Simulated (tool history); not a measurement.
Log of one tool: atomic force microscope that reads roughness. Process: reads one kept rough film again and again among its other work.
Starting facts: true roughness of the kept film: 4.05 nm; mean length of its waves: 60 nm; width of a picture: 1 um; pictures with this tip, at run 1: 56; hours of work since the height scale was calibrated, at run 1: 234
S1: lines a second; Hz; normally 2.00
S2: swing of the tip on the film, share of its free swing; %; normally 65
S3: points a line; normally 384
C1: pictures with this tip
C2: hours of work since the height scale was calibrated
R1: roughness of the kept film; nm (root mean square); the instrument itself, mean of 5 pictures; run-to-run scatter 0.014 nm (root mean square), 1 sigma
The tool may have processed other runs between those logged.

run	hour	S1	S2	S3	C1	C2	R1
1	0.0	2.00	65	384	56	234	3.610
2	51.5	2.00	65	384	126	255	3.623
3	98.1	2.00	65	384	189	274	3.623
4	145.1	2.00	65	384	252	294	3.594
5	184.6	2.00	65	816	306	311	3.623
# hour 220.5: new tip fitted
6	231.1	2.00	65	816	14	330	3.598
7	273.5	2.00	62	384	72	347	3.660
8	315.9	2.00	62	384	129	365	3.666
9	359.0	2.00	62	836	188	383	3.673
10	409.7	2.00	62	836	256	404	3.666
11	448.0	2.00	62	836	308	420	3.673
# hour 481.8: new tip fitted
12	497.3	2.00	65	384	21	440	3.617
13	523.4	2.00	65	384	57	451	3.605
14	575.4	2.00	65	384	127	473	3.627
15	639.4	2.00	65	384	214	500	3.612
16	677.5	2.00	65	384	265	515	3.605
17	725.9	2.00	65	384	331	536	3.637
# hour 744.8: new tip fitted
18	766.4	2.00	65	384	29	552	3.620
19	811.2	2.00	65	384	90	571	3.576
20	851.9	1.37	65	384	145	588	3.679
21	879.6	1.37	65	384	182	599	3.696
22	930.7	1.38	65	384	252	621	3.720
23	973.7	1.38	65	384	310	639	3.702
# hour 1008.7: new tip fitted
24	1023.2	1.38	65	384	19	659	3.682
25	1061.8	1.38	65	384	72	675	3.710
26	1093.6	1.38	65	384	115	688	3.696
27	1134.5	2.00	78	384	170	705	3.328
28	1167.2	1.77	78	305	214	719	3.376
29	1209.4	2.00	55	694	272	737	3.732
30	1263.3	2.00	55	694	345	759	3.723
# hour 1272.8: new tip fitted
31	1315.4	0.57	64	642	57	781	3.832
32	1374.3	3.82	75	622	137	805	3.061

What does the tool deliver on the next run?
33	1418.5	2.00	65	377	197	824	?

R1: 3.617 nm (root mean square)
Minus the tool's unlogged condition, the same run would have read R1 3.621 nm (root mean square).
